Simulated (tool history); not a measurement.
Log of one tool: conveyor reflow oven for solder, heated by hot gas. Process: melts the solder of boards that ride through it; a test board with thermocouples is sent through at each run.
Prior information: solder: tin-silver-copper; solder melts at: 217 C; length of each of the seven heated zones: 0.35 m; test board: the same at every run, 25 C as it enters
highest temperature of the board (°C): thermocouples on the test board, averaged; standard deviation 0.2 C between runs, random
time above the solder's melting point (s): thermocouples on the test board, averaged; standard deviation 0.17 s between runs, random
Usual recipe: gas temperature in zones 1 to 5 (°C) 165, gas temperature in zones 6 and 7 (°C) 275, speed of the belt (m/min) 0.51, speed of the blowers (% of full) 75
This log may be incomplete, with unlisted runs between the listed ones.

| run | hour | gas temperature in zones 1 to 5 (°C) | gas temperature in zones 6 and 7 (°C) | speed of the belt (m/min) | speed of the blowers (% of full) | highest temperature of the board (°C) | time above the solder's melting point (s) |
|---|---|---|---|---|---|---|---|
| 1 | 0 | 165 | 275 | 0.51 | 75 | 258.2 | 63 |
| 2 | 19.3 | 165 | 275 | 0.51 | 75 | 257.9 | 62.7 |
| 3 | 44.5 | 165 | 275 | 0.51 | 75 | 258.1 | 62.4 |
| 4 | 70.9 | 165 | 269 | 0.51 | 75 | 252.6 | 58.7 |
| 5 | 88.6 | 165 | 275 | 0.51 | 75 | 258.2 | 62.4 |
| 6 | 109.3 | 165 | 275 | 0.51 | 75 | 258.1 | 62.3 |
| 7 | 122.3 | 165 | 275 | 0.51 | 75 | 257.6 | 62.6 |
| 8 | 141.1 | 161 | 275 | 0.51 | 75 | 257.1 | 60.6 |
| 9 | 169 | 161 | 275 | 0.51 | 75 | 257.6 | 60.5 |
| 10 | 192.4 | 165 | 275 | 0.51 | 75 | 258.1 | 62.5 |
| 11 | 210.1 | 165 | 275 | 0.51 | 75 | 257.7 | 62.6 |
| 12 | 226.6 | 165 | 275 | 0.51 | 75 | 257.9 | 62.2 |
|  | 252.2 | flux residue cleaned out of gas plates and filters |
| 13 | 259.8 | 165 | 275 | 0.51 | 75 | 259.3 | 63.8 |
| 14 | 277 | 165 | 275 | 0.51 | 75 | 259 | 63.5 |
| 15 | 296.5 | 165 | 275 | 0.51 | 54 | 254.3 | 58.8 |
| 16 | 323.9 | 165 | 267 | 0.51 | 75 | 252.3 | 59 |
| 17 | 340 | 165 | 267 | 0.51 | 77 | 252.8 | 58.9 |
| 18 | 362.7 | 165 | 267 | 0.51 | 77 | 252.8 | 59.2 |
|  | 368.2 | belt drive overhauled, speed set with a stopwatch |
| 19 | 389.8 | 162 | 275 | 0.51 | 75 | 259.2 | 62.2 |
| 20 | 405.5 | 162 | 275 | 0.51 | 75 | 259.1 | 62.5 |
|  | 432.9 | belt drive overhauled, speed set with a stopwatch, once more |
| 21 | 437.2 | 162 | 275 | 0.51 | 75 | 258.9 | 62.2 |
| 22 | 449.5 | 162 | 266 | 0.553 | 69 | 247 | 47.3 |
| 23 | 474.9 | 177 | 266 | 0.553 | 80 | 251.7 | 57.6 |
| 24 | 503.7 | 165 | 279 | 0.427 | 79 | 269.3 | 84 |
| 25 | 529.2 | 165 | 279 | 0.427 | 79 | 269.7 | 84.2 |
| 26 | 554.3 | 154 | 275 | 0.52 | 75 | 256.4 | 56.7 |
| 27 | 577.1 | 161 | 289 | 0.451 | 72 | 275.5 | 80.9 |
| 28 | 597.2 | 161 | 289 | 0.451 | 72 | 275.3 | 80.7 |
| 29 | 626.2 | 161 | 289 | 0.451 | 72 | 275.2 | 81.3 |
| 30 | 638.8 | 161 | 289 | 0.451 | 72 | 275.3 | 80.7 |
| 31 | 654.3 | 163 | 283 | 0.56 | 72 | 261.5 | 58 |

Here are 3 independent what-if runs from the current tool condition. What would each one return?
| A | 676.3 | 179 | 282 | 0.56 | 72 | ? | ? |
| B | 676.3 | 161 | 286 | 0.51 | 52 | ? | ? |
| C | 676.3 | 163 | 274 | 0.56 | 72 | ? | ? |

| run | highest temperature of the board (°C) | time above the solder's melting point (s) |
|---|---|---|
| A | 263.9 | 64.5 |
| B | 262.2 | 63.4 |
| C | 253.7 | 52.7 |
Take away the tool's hidden state, keep each run's random variation, and the runs would have read:
| run | highest temperature of the board (°C) | time above the solder's melting point (s) |
|---|---|---|
| A | 262.8 | 64 |
| B | 261 | 62.6 |
| C | 252.7 | 52.1 |
